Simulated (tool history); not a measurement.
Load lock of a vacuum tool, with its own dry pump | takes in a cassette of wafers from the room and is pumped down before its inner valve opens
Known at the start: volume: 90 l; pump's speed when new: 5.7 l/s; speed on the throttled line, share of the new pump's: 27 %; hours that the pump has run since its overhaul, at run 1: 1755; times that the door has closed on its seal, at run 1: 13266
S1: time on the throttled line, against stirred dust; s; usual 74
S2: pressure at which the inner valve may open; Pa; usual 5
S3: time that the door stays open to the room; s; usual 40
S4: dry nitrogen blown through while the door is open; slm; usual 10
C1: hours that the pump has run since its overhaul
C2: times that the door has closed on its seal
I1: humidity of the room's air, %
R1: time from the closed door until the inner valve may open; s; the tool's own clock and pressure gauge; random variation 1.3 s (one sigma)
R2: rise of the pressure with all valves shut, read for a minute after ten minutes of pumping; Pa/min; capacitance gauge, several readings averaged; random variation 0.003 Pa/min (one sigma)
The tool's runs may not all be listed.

{"run": 1, "day": 0.0, "S1": 74, "S2": 5, "S3": 40, "S4": 10, "C1": 1755, "C2": 13266, "I1": 44.6, "R1": 212.4, "R2": 0.094}
{"run": 2, "day": 8.571, "S1": 74, "S2": 5, "S3": 40, "S4": 10, "C1": 1960, "C2": 13961, "I1": 45.9, "R1": 213.0, "R2": 0.107}
{"run": 3, "day": 17.467, "S1": 74, "S2": 5, "S3": 40, "S4": 10, "C1": 2174, "C2": 14681, "I1": 45.5, "R1": 213.7, "R2": 0.109}
{"run": 4, "day": 27.021, "S1": 74, "S2": 5, "S3": 40, "S4": 10, "C1": 2403, "C2": 15456, "I1": 44.2, "R1": 213.7, "R2": 0.116}
{"run": 5, "day": 41.454, "S1": 74, "S2": 5, "S3": 40, "S4": 10, "C1": 2750, "C2": 16625, "I1": 40.2, "R1": 213.0, "R2": 0.129}
{"run": 6, "day": 55.242, "S1": 74, "S2": 5, "S3": 95, "S4": 10, "C1": 3080, "C2": 17742, "I1": 41.3, "R1": 216.7, "R2": 0.142}
{"run": 7, "day": 69.675, "S1": 74, "S2": 5, "S3": 165, "S4": 10, "C1": 3427, "C2": 18911, "I1": 45.2, "R1": 215.1, "R2": 0.172}
{"run": 8, "day": 79.992, "S1": 74, "S2": 5, "S3": 165, "S4": 10, "C1": 3675, "C2": 19747, "I1": 46.1, "R1": 218.4, "R2": 0.18}
{"run": 9, "day": 87.546, "S1": 74, "S2": 5, "S3": 165, "S4": 10, "C1": 3856, "C2": 20359, "I1": 45.2, "R1": 217.1, "R2": 0.182}
{"run": 10, "day": 96.858, "S1": 74, "S2": 5, "S3": 165, "S4": 10, "C1": 4079, "C2": 21113, "I1": 44.5, "R1": 216.6, "R2": 0.203}
{"run": 11, "day": 105.538, "S1": 74, "S2": 5, "S3": 165, "S4": 10, "C1": 4288, "C2": 21817, "I1": 42.5, "R1": 216.4, "R2": 0.199}
{"run": 12, "day": 121.771, "S1": 74, "S2": 5, "S3": 40, "S4": 10, "C1": 4677, "C2": 23132, "I1": 43.2, "R1": 220.1, "R2": 0.192}
{"run": 13, "day": 129.95, "S1": 74, "S2": 5, "S3": 40, "S4": 10, "C1": 4873, "C2": 23794, "I1": 44.7, "R1": 220.0, "R2": 0.196}
{"run": 14, "day": 140.892, "S1": 74, "S2": 5, "S3": 40, "S4": 10, "C1": 5136, "C2": 24681, "I1": 48.7, "R1": 217.1, "R2": 0.204}
{"run": 15, "day": 151.133, "S1": 74, "S2": 5, "S3": 40, "S4": 10, "C1": 5382, "C2": 25511, "I1": 43.8, "R1": 220.7, "R2": 0.218}
{"run": 16, "day": 163.954, "S1": 42, "S2": 5, "S3": 40, "S4": 10, "C1": 5690, "C2": 26550, "I1": 43.8, "R1": 198.0, "R2": 0.225}
{"run": 17, "day": 174.5, "S1": 74, "S2": 7, "S3": 40, "S4": 10, "C1": 5943, "C2": 27404, "I1": 45.5, "R1": 211.8, "R2": 0.241}
{"run": 18, "day": 191.729, "S1": 74, "S2": 5, "S3": 40, "S4": 10, "C1": 6356, "C2": 28800, "I1": 45.1, "R1": 218.5, "R2": 0.256}
{"run": 19, "day": 201.45, "S1": 99, "S2": 5, "S3": 40, "S4": 10, "C1": 6590, "C2": 29587, "I1": 48.5, "R1": 239.6, "R2": 0.268}
{"run": 20, "day": 217.762, "S1": 125, "S2": 5, "S3": 25, "S4": 10, "C1": 6981, "C2": 30909, "I1": 45.0, "R1": 256.8, "R2": 0.28}
{"run": 21, "day": 227.838, "S1": 74, "S2": 5, "S3": 27, "S4": 10, "C1": 7223, "C2": 31725, "I1": 46.8, "R1": 224.2, "R2": 0.291}
{"run": 22, "day": 242.321, "S1": 37, "S2": 7, "S3": 209, "S4": 10, "C1": 7570, "C2": 32899, "I1": 47.6, "R1": 190.0, "R2": 0.341}
{"run": 23, "day": 258.629, "S1": 74, "S2": 8, "S3": 42, "S4": 10, "C1": 7962, "C2": 34220, "I1": 44.8, "R1": 214.9, "R2": 0.337}
{"run": 24, "day": 271.346, "S1": 40, "S2": 5, "S3": 40, "S4": 10, "C1": 8267, "C2": 35250, "I1": 47.3, "R1": 199.3, "R2": 0.348}
{"run": 25, "day": 285.908, "S1": 40, "S2": 5, "S3": 40, "S4": 21, "C1": 8617, "C2": 36430, "I1": 44.2, "R1": 202.4, "R2": 0.358}
{"run": 26, "day": 295.942, "S1": 74, "S2": 5, "S3": 40, "S4": 10, "C1": 8857, "C2": 37243, "I1": 43.2, "R1": 224.0, "R2": 0.373}
{"run": 27, "day": 313.488, "S1": 103, "S2": 5, "S3": 120, "S4": 10, "C1": 9278, "C2": 38665, "I1": 48.6, "R1": 244.9, "R2": 0.422}
{"run": 28, "day": 322.408, "S1": 74, "S2": 7, "S3": 40, "S4": 10, "C1": 9492, "C2": 39387, "I1": 42.0, "R1": 220.4, "R2": 0.415}
{"run": 29, "day": 334.025, "S1": 74, "S2": 7, "S3": 40, "S4": 10, "C1": 9771, "C2": 40328, "I1": 44.0, "R1": 219.5, "R2": 0.431}
{"day": 345.425, "done": "door's seal changed, seat wiped"}
{"run": 30, "day": 348.446, "S1": 110, "S2": 7, "S3": 40, "S4": 10, "C1": 10116, "C2": 245, "I1": 46.5, "R1": 246.5, "R2": 0.026}
{"run": 31, "day": 361.946, "S1": 111, "S2": 4, "S3": 28, "S4": 15, "C1": 10440, "C2": 1338, "I1": 43.6, "R1": 258.2, "R2": 0.023}
{"run": 32, "day": 374.271, "S1": 111, "S2": 4, "S3": 28, "S4": 15, "C1": 10736, "C2": 2337, "I1": 40.1, "R1": 257.3, "R2": 0.026}
{"run": 33, "day": 384.958, "S1": 111, "S2": 4, "S3": 28, "S4": 15, "C1": 10992, "C2": 3203, "I1": 41.1, "R1": 259.2, "R2": 0.027}
{"run": 34, "day": 399.546, "S1": 111, "S2": 4, "S3": 28, "S4": 15, "C1": 11342, "C2": 4385, "I1": 47.1, "R1": 257.4, "R2": 0.035}
{"run": 35, "day": 414.65, "S1": 37, "S2": 6, "S3": 213, "S4": 44, "C1": 11705, "C2": 5609, "I1": 46.3, "R1": 201.7, "R2": 0.051}
{"run": 36, "day": 425.542, "S1": 74, "S2": 5, "S3": 146, "S4": 36, "C1": 11966, "C2": 6491, "I1": 46.4, "R1": 231.5, "R2": 0.061}

3 ways to go on from here, each from the tool as it stands after run 36. What would each give?
{"run": "A", "day": 440.783, "S1": 74, "S2": 5, "S3": 40, "S4": 15, "C1": 12332, "C2": 7726, "I1": 43.9, "R1": "?", "R2": "?"}
{"run": "B", "day": 440.783, "S1": 74, "S2": 7, "S3": 29, "S4": 10, "C1": 12332, "C2": 7726, "I1": 45.3, "R1": "?", "R2": "?"}
{"run": "C", "day": 440.783, "S1": 74, "S2": 5, "S3": 40, "S4": 23, "C1": 12332, "C2": 7726, "I1": 44.8, "R1": "?", "R2": "?"}

run=A R1=228.9 R2=0.055
run=B R1=223.4 R2=0.053
run=C R1=230.1 R2=0.053
Without the tool's hidden state the same runs would have given:
run=A R1=209.0 R2=0.023
run=B R1=204.5 R2=0.021
run=C R1=210.0 R2=0.020
